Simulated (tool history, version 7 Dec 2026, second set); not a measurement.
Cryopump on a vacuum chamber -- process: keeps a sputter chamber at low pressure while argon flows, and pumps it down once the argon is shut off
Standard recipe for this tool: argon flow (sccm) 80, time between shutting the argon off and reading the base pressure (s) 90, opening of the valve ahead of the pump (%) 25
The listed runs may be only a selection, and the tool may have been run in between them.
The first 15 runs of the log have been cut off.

run    hour  argon flow (sccm)  time between shutting the argon off and reading the base pressure (s)  opening of the valve ahead of the pump (%)  pressure while argon flows (Pa)  pressure after the wait (uPa)
 16  1288.7                 80                                                                     90                                          25                           0.3494                           1.98
 17  1345.4                 70                                                                     90                                          25                           0.3053                              2
 18  1418.5                138                                                                     35                                          24                           0.6311                           3.05
 19  1511.5                 74                                                                     90                                          36                           0.2319                           2.16
 20  1594.8                 74                                                                     90                                          36                           0.2353                           2.25
 21  1645.1                 53                                                                    286                                          36                           0.1689                            1.9
     1733.7  -- pump warmed up, emptied and cooled again
 22  1742.3                 53                                                                    286                                          36                           0.1584                           1.65
 23  1808.3                 61                                                                    286                                          36                            0.185                           1.77
 24  1861.5                 80                                                                     90                                          48                           0.1836                           2.24
 25  1947.2                 78                                                                    181                                          20                           0.4246                              2
 26  2013.8                 78                                                                    181                                          20                           0.4276                           2.07
 27  2108.7                 80                                                                    184                                          18                           0.4846                           2.12
 28  2179.9                 80                                                                    133                                          18                           0.4874                            2.3
 29  2233.2                 80                                                                    133                                          18                            0.489                            2.4
 30  2289.2                 80                                                                     52                                          28                            0.324                           3.17
 31  2349.2                 80                                                                     52                                          28                           0.3228                           3.25
     2394.3  -- pump warmed up, emptied and cooled again
 32  2468.2                 80                                                                     90                                          19                           0.4511                           2.44
 33  2516.7                 35                                                                     90                                          25                           0.1519                           2.51
 34  2582.4                 35                                                                     90                                          25                           0.1525                           2.58

Forecast each of these 4 alternatives for the next run:
  A  2641.5                129                                                                     57                                          23                                ?                              ?
  B  2641.5                 35                                                                     29                                          36                                ?                              ?
  C  2641.5                 72                                                                     25                                          25                                ?                              ?
  D  2641.5                145                                                                    206                                          35                                ?                              ?

run  pressure while argon flows (Pa)  pressure after the wait (uPa)
  A                           0.6116                           2.99
  B                           0.1079                           4.02
  C                            0.317                           4.22
  D                           0.4611                           2.32
Had the tool no hidden state, the same runs would have come out as:
run  pressure while argon flows (Pa)  pressure after the wait (uPa)
  A                            0.595                           1.21
  B                           0.1034                           2.25
  C                           0.3077                           2.47
  D                           0.4423                           0.48
